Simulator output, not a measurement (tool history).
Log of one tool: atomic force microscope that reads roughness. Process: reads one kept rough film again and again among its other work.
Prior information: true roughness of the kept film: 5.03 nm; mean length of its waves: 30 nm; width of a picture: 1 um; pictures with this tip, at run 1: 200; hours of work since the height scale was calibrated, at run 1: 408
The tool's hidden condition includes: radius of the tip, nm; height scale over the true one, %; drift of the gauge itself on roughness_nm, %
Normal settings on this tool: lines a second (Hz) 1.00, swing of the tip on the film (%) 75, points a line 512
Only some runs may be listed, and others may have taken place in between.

| run | hour | lines a second (Hz) | swing of the tip on the film (%) | points a line | pictures with this tip | hours of work since the height scale was calibrated | roughness of the kept film (nm (root mean square)) |
|---|---|---|---|---|---|---|---|
| 1 | 0.0 | 1.00 | 75 | 512 | 200 | 408 | 4.205 |
| 2 | 12.5 | 1.00 | 75 | 512 | 224 | 416 | 4.174 |
| 3 | 26.3 | 1.00 | 75 | 512 | 250 | 425 | 4.183 |
|  | 33.5 | new tip fitted |
| 4 | 35.8 | 1.00 | 75 | 512 | 4 | 431 | 4.236 |
| 5 | 43.4 | 1.00 | 84 | 512 | 18 | 435 | 4.065 |
| 6 | 59.4 | 1.00 | 84 | 512 | 48 | 446 | 4.052 |
| 7 | 74.7 | 1.00 | 84 | 512 | 77 | 456 | 4.055 |
| 8 | 88.8 | 1.00 | 84 | 512 | 104 | 465 | 4.083 |
| 9 | 96.0 | 1.00 | 77 | 512 | 117 | 469 | 4.178 |
| 10 | 107.0 | 1.00 | 77 | 266 | 138 | 476 | 4.151 |
| 11 | 114.6 | 1.00 | 75 | 512 | 152 | 481 | 4.225 |
| 12 | 126.0 | 1.00 | 75 | 512 | 174 | 488 | 4.181 |
| 13 | 142.5 | 1.00 | 75 | 512 | 205 | 499 | 4.205 |
| 14 | 154.9 | 1.00 | 75 | 512 | 228 | 507 | 4.176 |
| 15 | 165.4 | 1.00 | 75 | 646 | 248 | 514 | 4.245 |
|  | 173.3 | new tip fitted |
| 16 | 177.3 | 1.00 | 75 | 646 | 7 | 521 | 4.205 |
| 17 | 190.6 | 1.00 | 75 | 646 | 32 | 530 | 4.247 |
| 18 | 204.5 | 1.00 | 75 | 646 | 58 | 539 | 4.229 |
| 19 | 211.7 | 1.00 | 75 | 471 | 72 | 543 | 4.210 |
| 20 | 227.2 | 1.00 | 75 | 471 | 101 | 553 | 4.203 |
| 21 | 236.5 | 1.00 | 75 | 471 | 118 | 559 | 4.220 |
| 22 | 250.5 | 1.00 | 75 | 471 | 145 | 568 | 4.214 |
| 23 | 261.2 | 1.00 | 75 | 471 | 165 | 575 | 4.209 |
| 24 | 268.0 | 1.00 | 75 | 471 | 178 | 579 | 4.201 |
| 25 | 278.3 | 1.54 | 75 | 512 | 197 | 586 | 4.042 |
| 26 | 290.9 | 1.54 | 75 | 512 | 221 | 594 | 4.085 |
| 27 | 302.1 | 1.54 | 75 | 512 | 242 | 601 | 4.040 |
|  | 313.7 | new tip fitted |
| 28 | 317.0 | 0.71 | 69 | 669 | 6 | 610 | 4.384 |
| 29 | 324.9 | 0.71 | 69 | 669 | 21 | 615 | 4.341 |
| 30 | 341.2 | 1.35 | 62 | 888 | 51 | 626 | 4.325 |
| 31 | 357.6 | 1.02 | 87 | 609 | 82 | 636 | 3.997 |
| 32 | 370.8 | 1.02 | 62 | 368 | 107 | 645 | 4.358 |
| 33 | 380.3 | 1.51 | 57 | 294 | 125 | 651 | 4.289 |
| 34 | 387.7 | 2.88 | 90 | 913 | 139 | 656 | 3.173 |
| 35 | 402.6 | 2.88 | 90 | 913 | 167 | 665 | 3.154 |
| 36 | 416.3 | 1.00 | 66 | 818 | 193 | 674 | 4.337 |
| 37 | 427.2 | 3.18 | 75 | 398 | 213 | 681 | 3.668 |
| 38 | 442.7 | 1.28 | 75 | 488 | 242 | 691 | 4.105 |
| 39 | 450.9 | 1.28 | 75 | 488 | 258 | 696 | 4.104 |
|  | 453.7 | new tip fitted |
| 40 | 466.0 | 2.50 | 63 | 467 | 23 | 706 | 4.136 |
| 41 | 478.8 | 2.50 | 63 | 467 | 47 | 714 | 4.131 |
| 42 | 485.5 | 2.50 | 63 | 467 | 60 | 718 | 4.117 |
| 43 | 496.8 | 3.92 | 62 | 512 | 81 | 725 | 3.989 |
| 44 | 508.8 | 1.02 | 70 | 495 | 104 | 733 | 4.281 |
| 45 | 518.8 | 1.02 | 82 | 364 | 123 | 740 | 4.060 |
| 46 | 535.0 | 0.85 | 82 | 983 | 153 | 750 | 4.141 |
| 47 | 548.3 | 1.00 | 75 | 418 | 178 | 759 | 4.235 |
| 48 | 557.3 | 1.00 | 75 | 418 | 195 | 764 | 4.221 |
| 49 | 564.4 | 1.00 | 75 | 418 | 209 | 769 | 4.159 |
| 50 | 573.1 | 1.63 | 86 | 512 | 225 | 774 | 3.755 |
| 51 | 586.5 | 3.71 | 81 | 558 | 250 | 783 | 3.340 |
|  | 593.6 | new tip fitted |
| 52 | 598.5 | 0.85 | 57 | 512 | 9 | 790 | 4.450 |

Below, some changes in roughness of the kept film (nm (root mean square)) between adjacent runs. For each, the amount present without the hidden state too (settings, incoming material, random variation) and the amount remaining for the hidden state with gauge scatter not shared by both compared results:
Run 3 -> 4: new tip fitted. roughness of the kept film (nm (root mean square)) +0.053: hidden state +0.018, all else +0.035.
Run 15 -> 16: new tip fitted. roughness of the kept film (nm (root mean square)) -0.040: hidden state +0.018, all else -0.058.
Run 27 -> 28: lines a second (Hz) 1.54 -> 0.71, swing of the tip on the film (%) 75 -> 69, points a line 512 -> 669, new tip fitted. roughness of the kept film (nm (root mean square)) +0.344: hidden state +0.018, all else +0.326.
Run 33 -> 34: lines a second (Hz) 1.51 -> 2.88, swing of the tip on the film (%) 57 -> 90, points a line 294 -> 913. roughness of the kept film (nm (root mean square)) -1.116: hidden state +0.001, all else -1.117.
Run 35 -> 36: lines a second (Hz) 2.88 -> 1.00, swing of the tip on the film (%) 90 -> 66, points a line 913 -> 818. roughness of the kept film (nm (root mean square)) +1.183: hidden state -0.005, all else +1.188.
Run 51 -> 52: lines a second (Hz) 3.71 -> 0.85, swing of the tip on the film (%) 81 -> 57, points a line 558 -> 512, new tip fitted. roughness of the kept film (nm (root mean square)) +1.110: hidden state +0.015, all else +1.095.
